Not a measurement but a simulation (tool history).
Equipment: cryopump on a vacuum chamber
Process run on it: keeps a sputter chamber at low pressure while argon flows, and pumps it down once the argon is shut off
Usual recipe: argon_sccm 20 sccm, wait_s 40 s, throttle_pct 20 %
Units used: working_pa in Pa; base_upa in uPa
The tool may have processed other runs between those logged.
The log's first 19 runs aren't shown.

| run | hour | argon_sccm | wait_s | throttle_pct | working_pa | base_upa |
|---|---|---|---|---|---|---|
| 20 | 428.9 | 10 | 67 | 22 | 0.0549 | 1.19 |
| 21 | 457.0 | 20 | 214 | 20 | 0.1193 | 0.78 |
| 22 | 480.9 | 20 | 214 | 49 | 0.0527 | 0.82 |
| 23 | 507.0 | 20 | 214 | 49 | 0.0534 | 0.82 |
| 24 | 527.6 | 20 | 214 | 49 | 0.0541 | 0.88 |
| 25 | 546.2 | 16 | 274 | 15 | 0.1280 | 0.87 |
| 26 | 560.6 | 34 | 208 | 26 | 0.1637 | 0.84 |
|  | 581.0 | pump warmed up, emptied and cooled again |
| 27 | 591.7 | 34 | 208 | 28 | 0.1381 | 0.73 |
| 28 | 608.8 | 20 | 78 | 16 | 0.1421 | 1.07 |
| 29 | 632.8 | 20 | 78 | 16 | 0.1421 | 1.07 |

For run 30, what comes out?
| 30 | 652.0 | 30 | 78 | 24 | ? | ? |

{"run 30": {"working_pa": 0.1436, "base_upa": 1.11}}
Without the tool's hidden state the same run would have given working_pa 0.1416 Pa, base_upa 0.77 uPa.
